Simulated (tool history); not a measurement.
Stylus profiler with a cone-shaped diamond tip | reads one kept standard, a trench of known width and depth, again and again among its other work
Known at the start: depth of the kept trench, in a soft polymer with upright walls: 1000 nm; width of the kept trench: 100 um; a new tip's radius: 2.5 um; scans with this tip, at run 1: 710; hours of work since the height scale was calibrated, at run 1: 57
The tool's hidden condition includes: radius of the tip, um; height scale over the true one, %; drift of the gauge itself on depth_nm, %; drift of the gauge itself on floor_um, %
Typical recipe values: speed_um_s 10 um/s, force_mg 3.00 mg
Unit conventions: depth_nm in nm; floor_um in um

run	hour	speed_um_s	force_mg	scans with this tip	hours of work since the height scale was calibrated	depth_nm	floor_um
1	0.0	10	3.00	710	57	1011.21	95.77
2	44.6	10	3.00	1113	90	1012.02	95.68
3	104.0	10	3.00	1651	134	1012.06	95.60
4	152.8	8	3.00	2092	169	1012.05	95.47
5	198.1	5	3.00	2501	202	1012.37	95.37
6	238.6	10	2.76	2867	232	1011.91	95.33
7	277.0	10	1.19	3214	260	1007.18	95.23
8	310.0	10	1.19	3512	284	1007.48	95.20
9	353.3	10	1.19	3904	316	1007.32	95.14
10	381.5	10	1.19	4159	336	1007.92	95.07
11	407.9	10	6.49	4398	356	1020.83	95.04
12	438.7	10	6.49	4676	378	1021.16	94.99
13	493.5	10	3.00	5171	418	1013.62	94.91
14	548.5	10	3.00	5668	459	1013.81	94.85
15	605.9	10	3.00	6187	501	1014.08	94.78
16	646.0	10	3.00	6550	530	1014.05	94.66
17	688.9	10	3.00	6937	561	1013.72	94.63
18	724.2	10	2.24	7256	587	1012.42	94.59
19	768.2	10	3.00	7655	619	1014.57	94.52
20	797.9	10	4.52	7923	641	1018.55	94.49
21	827.9	10	3.00	8194	663	1014.34	94.40
22	855.5	10	3.00	8444	683	1014.40	94.36

Estimate the outcome of run 23 from the log above:
23	910.8	3	3.00	8943	724	?	?

Run 23 came out at depth_nm 1015.02 nm, floor_um 94.32 um.
Minus the tool's unlogged condition, the same run would have read depth_nm 1012.06 nm, floor_um 96.01 um.
